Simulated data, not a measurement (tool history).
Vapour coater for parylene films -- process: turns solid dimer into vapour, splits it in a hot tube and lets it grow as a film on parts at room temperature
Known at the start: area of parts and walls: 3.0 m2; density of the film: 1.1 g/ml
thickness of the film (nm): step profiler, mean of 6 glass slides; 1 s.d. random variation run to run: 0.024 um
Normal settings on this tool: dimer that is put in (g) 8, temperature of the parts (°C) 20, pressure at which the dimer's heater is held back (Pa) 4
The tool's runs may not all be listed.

run	hour	dimer that is put in (g)	temperature of the parts (°C)	pressure at which the dimer's heater is held back (Pa)	thickness of the film (nm)
1	0	8	20	4	1370
2	40.4	13	20	4	2200
3	59.5	13	20	4	2210
4	105.3	13	20	4	2170
5	144	6	20	4	990
6	181.2	6	20	4	960
7	210.4	8	31	4	1040
# hour 243.1: trap's valve overhauled
8	247.3	8	31	4	1220
9	267.4	8	31	4	1180
10	286.2	5	32	7.95	700
11	331.8	5	24	6.17	840
12	360.2	5	24	6.17	840
13	403.7	3	20	2.25	580
14	445.1	12	20	2.15	2310

What if the next run were any one of these 5? Each begins from the tool's condition after run 14:
A	471.9	9	27	4	?
B	471.9	11	18	3.68	?
C	471.9	12	20	4	?
D	471.9	8	14	3.15	?
E	471.9	12	20	2.08	?

run	thickness of the film (nm)
A	1410
B	2120
C	2210
D	1710
E	2270
Take away the tool's hidden state, keep each run's random variation, and the runs would have read:
run	thickness of the film (nm)
A	1480
B	2230
C	2330
D	1800
E	2390
